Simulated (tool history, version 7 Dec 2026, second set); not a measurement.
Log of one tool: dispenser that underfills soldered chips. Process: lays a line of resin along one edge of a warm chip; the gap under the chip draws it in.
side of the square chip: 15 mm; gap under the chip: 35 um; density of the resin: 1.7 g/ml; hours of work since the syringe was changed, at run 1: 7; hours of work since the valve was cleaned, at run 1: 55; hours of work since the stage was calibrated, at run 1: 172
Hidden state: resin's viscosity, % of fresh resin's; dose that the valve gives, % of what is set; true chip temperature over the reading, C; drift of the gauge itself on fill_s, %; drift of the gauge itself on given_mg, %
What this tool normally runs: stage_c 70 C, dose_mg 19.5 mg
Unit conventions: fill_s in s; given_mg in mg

| run | hour | stage_c | dose_mg | hours of work since the syringe was changed | hours of work since the valve was cleaned | hours of work since the stage was calibrated | fill_s | given_mg |
|---|---|---|---|---|---|---|---|---|
| 1 | 0.0 | 70 | 19.5 | 7 | 55 | 172 | 485.7 | 19.11 |
|  | 4.3 | new syringe of resin |
| 2 | 14.0 | 71 | 19.5 | 7 | 65 | 183 | 482.4 | 18.86 |
|  | 17.7 | new syringe of resin |
| 3 | 22.4 | 71 | 19.5 | 4 | 71 | 189 | 373.3 | 18.88 |
| 4 | 29.9 | 71 | 17.5 | 9 | 77 | 195 | 565.0 | 16.69 |
|  | 31.0 | new syringe of resin |
| 5 | 40.1 | 71 | 17.5 | 7 | 85 | 202 | 478.6 | 16.80 |
|  | 44.7 | new syringe of resin |
| 6 | 54.8 | 57 | 19.5 | 8 | 96 | 213 | 926.5 | 18.44 |
|  | 57.8 | new syringe of resin |
| 7 | 63.4 | 57 | 19.5 | 4 | 102 | 220 | 735.0 | 18.47 |
|  | 71.0 | new syringe of resin |
|  | 72.8 | dispensing valve cleaned and set on the balance |
| 8 | 79.0 | 57 | 19.5 | 5 | 5 | 230 | 798.4 | 19.40 |
|  | 85.3 | new syringe of resin |
| 9 | 93.6 | 57 | 19.5 | 6 | 16 | 241 | 858.6 | 19.34 |
|  | 98.1 | new syringe of resin |
| 10 | 103.2 | 57 | 19.5 | 4 | 23 | 248 | 712.2 | 19.20 |
|  | 111.7 | new syringe of resin |
| 11 | 115.2 | 57 | 19.5 | 3 | 32 | 257 | 676.0 | 19.15 |
|  | 124.8 | new syringe of resin |
| 12 | 128.4 | 75 | 19.4 | 3 | 41 | 267 | 294.6 | 18.98 |
|  | 137.8 | new syringe of resin |
| 13 | 143.3 | 64 | 19.2 | 4 | 53 | 278 | 538.8 | 18.61 |
|  | 151.7 | new syringe of resin |
| 14 | 155.7 | 68 | 19.5 | 3 | 62 | 288 | 416.7 | 18.69 |
| 15 | 163.1 | 75 | 18.9 | 9 | 68 | 293 | 455.5 | 18.14 |
|  | 165.0 | new syringe of resin |
| 16 | 172.0 | 70 | 16.9 | 5 | 74 | 300 | 469.9 | 16.17 |
|  | 177.8 | new syringe of resin |
| 17 | 182.2 | 57 | 19.3 | 3 | 82 | 307 | 706.6 | 18.58 |
|  | 190.8 | new syringe of resin |
| 18 | 190.8 | 55 | 20.2 | 0 | 88 | 314 | 605.3 | 19.27 |
| 19 | 202.7 | 57 | 23.1 | 9 | 97 | 323 | 1005.0 | 22.02 |
|  | 203.8 | new syringe of resin |
| 20 | 215.9 | 76 | 21.9 | 9 | 107 | 333 | 443.4 | 20.61 |

3 ways to go on from here, each from the tool as it stands after run 20. What would each give?
|  | 217.1 | new syringe of resin |
|  | 219.4 | dispensing valve cleaned and set on the balance |
| A | 224.7 | 65 | 20.1 | 5 | 4 | 338 | ? | ? |
|  | 217.1 | new syringe of resin |
|  | 219.4 | dispensing valve cleaned and set on the balance |
| B | 224.7 | 78 | 19.5 | 5 | 4 | 338 | ? | ? |
|  | 217.1 | new syringe of resin |
|  | 219.4 | dispensing valve cleaned and set on the balance |
| C | 224.7 | 76 | 22.1 | 5 | 4 | 338 | ? | ? |

| run | fill_s | given_mg |
|---|---|---|
| A | 536.9 | 20.06 |
| B | 303.5 | 19.49 |
| C | 322.8 | 22.17 |
Without the tool's unlogged condition, the same runs would have read:
| run | fill_s | given_mg |
|---|---|---|
| A | 365.3 | 20.10 |
| B | 207.5 | 19.52 |
| C | 220.6 | 22.21 |
